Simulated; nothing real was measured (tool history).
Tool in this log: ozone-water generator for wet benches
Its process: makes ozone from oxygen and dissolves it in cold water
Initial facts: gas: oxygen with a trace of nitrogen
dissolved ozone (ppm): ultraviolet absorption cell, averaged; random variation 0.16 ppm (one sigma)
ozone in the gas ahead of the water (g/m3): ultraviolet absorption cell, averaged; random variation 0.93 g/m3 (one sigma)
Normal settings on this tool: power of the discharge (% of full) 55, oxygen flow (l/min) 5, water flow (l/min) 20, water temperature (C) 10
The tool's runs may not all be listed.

run    hour  power of the discharge (% of full)  oxygen flow (l/min)  water flow (l/min)  water temperature (C)  dissolved ozone (ppm)  ozone in the gas ahead of the water (g/m3)
  1       0                                  55                    5                  20                     10                   18.9                                       152.6
  2    28.1                                  55                    5                  20                     10                   18.7                                       149.9
  3    90.3                                  55                    5                  14                     10                   24.8                                       150.7
  4   141.3                                  55                    5                  20                     10                   18.9                                         150
  5   196.4                                  55                    5                  20                     10                     19                                         150
  6   251.4                                  75                    5                  20                     10                   22.7                                       181.7
  7   304.2                                  75                    5                  20                      6                   23.8                                       181.9
  8   353.3                                  55                    5                  20                      5                   19.8                                       149.7
  9   413.4                                  48                    5                  20                     10                   17.1                                         138
 10     468                                  55                    5                  20                     10                   18.5                                         149
 11   514.8                                  55                    5                  20                     10                   18.6                                       149.5
      523.5  -- contactor cleaned
 12   546.2                                  55                    5                  20                     10                   18.3                                       149.9
 13   594.9                                  55                    5                  20                     10                   18.4                                       148.6
      631.5  -- contactor cleaned, once more
 14   660.4                                  55                    5                  20                     10                   19.1                                       149.5
 15   699.7                                  55                 2.67                  20                     10                   17.9                                       213.8
 16   735.4                                  55                    5                  20                      7                   19.8                                       149.2
 17   774.8                                  43                    5                  20                      7                   16.9                                       126.9
 18   823.7                                  97                    5                  20                     14                   25.2                                       210.6
 19   871.4                                  97                    5                  20                     14                   25.6                                       205.9
 20   930.4                                  97                    5                  20                     14                   25.3                                       207.1
 21   987.6                                  60                 5.31                  20                     10                   19.8                                       150.4
 22  1049.8                                  83                  5.6                  12                      6                   37.1                                       177.3
 23  1078.7                                  55                    5                  20                     10                   18.6                                       146.1
 24  1128.6                                  61                 5.02                  19                     10                   20.6                                       154.5
 25  1180.1                                  57                 8.22                  14                     10                   23.7                                       112.4
 26  1207.2                                  42                 3.83                  20                     10                   15.6                                       145.8
 27  1268.7                                  55                 6.89                  20                      8                   19.1                                       120.7
 28  1312.9                                  55                 6.89                  20                      8                   18.9                                       118.9
 29    1368                                  55                 2.89                  30                     11                   11.6                                         202
 30  1410.6                                  55                 2.89                  30                     11                   11.2                                       198.8
 31  1460.6                                  55                 2.53                  29                     11                   11.7                                       217.1
 32  1490.5                                  86                 3.33                  29                     11                   16.2                                       241.7

Each row is a separate what-if for the run after 32, all from the same tool condition, not one after another. Results?
  A  1546.4                                  86                 3.11                  29                     14                      ?                                           ?
  B  1546.4                                  55                 5.14                  22                     16                      ?                                           ?
  C  1546.4                                  80                 3.33                  29                     11                      ?                                           ?

run  dissolved ozone (ppm)  ozone in the gas ahead of the water (g/m3)
  A                   15.4                                       249.9
  B                   15.7                                       141.8
  C                   15.2                                       231.2
With no hidden state in the tool, these same runs would have given:
run  dissolved ozone (ppm)  ozone in the gas ahead of the water (g/m3)
  A                   17.5                                       279.9
  B                   17.3                                       154.3
  C                   17.1                                       257.8
